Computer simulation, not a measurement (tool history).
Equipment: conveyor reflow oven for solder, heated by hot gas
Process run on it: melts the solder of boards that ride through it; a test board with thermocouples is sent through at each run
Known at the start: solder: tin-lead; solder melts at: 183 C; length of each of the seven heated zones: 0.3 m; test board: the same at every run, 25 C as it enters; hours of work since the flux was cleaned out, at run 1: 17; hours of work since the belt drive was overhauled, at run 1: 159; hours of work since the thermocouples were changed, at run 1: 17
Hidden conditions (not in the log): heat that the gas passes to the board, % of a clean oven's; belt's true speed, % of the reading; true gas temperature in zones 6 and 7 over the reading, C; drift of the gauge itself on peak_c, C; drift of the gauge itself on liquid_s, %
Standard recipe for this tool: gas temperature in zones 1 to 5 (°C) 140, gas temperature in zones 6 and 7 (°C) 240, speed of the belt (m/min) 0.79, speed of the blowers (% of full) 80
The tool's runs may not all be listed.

run,hour,gas temperature in zones 1 to 5 (°C),gas temperature in zones 6 and 7 (°C),speed of the belt (m/min),speed of the blowers (% of full),hours of work since the flux was cleaned out,hours of work since the belt drive was overhauled,hours of work since the thermocouples were changed,highest temperature of the board (°C),time above the solder's melting point (s)
1,0,140,240,0.79,80,17,159,17,224.3,37.5
2,45.7,140,240,0.79,80,51,193,51,224.1,37.9
3,108.2,140,240,0.79,77,98,240,98,222.9,37.5
4,169.5,140,243,0.79,80,143,285,143,226.7,38.3
# hour 236.8: flux residue cleaned out of gas plates and filters
5,241,140,240,0.79,80,3,335,193,225.4,38.1
6,293.8,140,245,0.79,80,42,374,232,229.6,39.4
7,350.2,140,240,0.79,52,84,416,274,217.9,35
8,438.6,140,240,0.79,80,150,482,340,224.3,38.1
# hour 501.5: flux residue cleaned out of gas plates and filters
9,506.5,140,240,0.79,80,4,529,387,226.3,38.5
10,591.6,140,240,0.79,80,67,592,450,226.2,38.8
11,663.5,140,240,0.79,80,121,646,503,225.8,38.9
12,727.8,140,249,0.79,80,168,693,551,233.1,41.1
# hour 766.1: flux residue cleaned out of gas plates and filters
13,810.2,140,249,0.79,80,33,751,609,234.3,41.7
14,889.4,140,240,0.772,80,92,810,668,227.4,40.2
15,971,139,240,0.79,80,153,871,729,226,38.5
16,1011.7,139,240,0.79,80,183,901,759,226.6,38.8
# hour 1022.5: belt drive overhauled, speed set with a stopwatch
# hour 1032.8: flux residue cleaned out of gas plates and filters
17,1082.5,140,240,0.79,78,37,41,805,227.3,40
18,1141,144,240,0.92,80,80,84,848,223.9,33.5
# hour 1166.7: belt drive overhauled, speed set with a stopwatch, once more
19,1197.2,154,246,0.789,57,119,23,887,229.2,41.7
20,1234.8,141,246,0.789,61,147,51,915,227.2,38.5
21,1276,141,246,0.789,61,178,81,946,226.4,38.7
# hour 1299.9: flux residue cleaned out of gas plates and filters
22,1362.3,141,246,0.789,61,46,142,1006,228.4,38.9
23,1427.9,128,241,0.718,61,95,191,1055,225.2,39
24,1503.1,147,233,0.674,80,151,247,1111,226.1,47.1
25,1548.6,140,229,0.899,74,185,280,1145,211.7,27
# hour 1561.2: flux residue cleaned out of gas plates and filters
26,1611.1,140,229,0.899,74,37,323,1188,213.6,28.6
27,1657.3,140,239,0.837,74,72,358,1222,224.4,35.3
28,1711.3,148,247,0.79,80,112,398,1262,235.5,43.7
29,1797.6,148,247,0.79,80,176,462,1327,235.3,43

Alternative continuations, all from the tool just after run 29; predict every row:
# hour 1824.6: flux residue cleaned out of gas plates and filters
A,1844,147,247,0.712,63,14,493,1357,?,?
# hour 1824.6: flux residue cleaned out of gas plates and filters
B,1844,144,247,0.79,80,14,493,1357,?,?
# hour 1824.6: flux residue cleaned out of gas plates and filters
C,1844,148,247,0.735,66,14,493,1357,?,?
# hour 1824.6: flux residue cleaned out of gas plates and filters
D,1844,136,240,0.79,80,14,493,1357,?,?

run,highest temperature of the board (°C),time above the solder's melting point (s)
A,236.5,48
B,235.8,42.4
C,236.3,46.3
D,228.9,38.4
Without the tool's hidden state the same runs would have given:
run,highest temperature of the board (°C),time above the solder's melting point (s)
A,231.7,45.8
B,231.1,40.4
C,231.6,44.1
D,224.2,36.2

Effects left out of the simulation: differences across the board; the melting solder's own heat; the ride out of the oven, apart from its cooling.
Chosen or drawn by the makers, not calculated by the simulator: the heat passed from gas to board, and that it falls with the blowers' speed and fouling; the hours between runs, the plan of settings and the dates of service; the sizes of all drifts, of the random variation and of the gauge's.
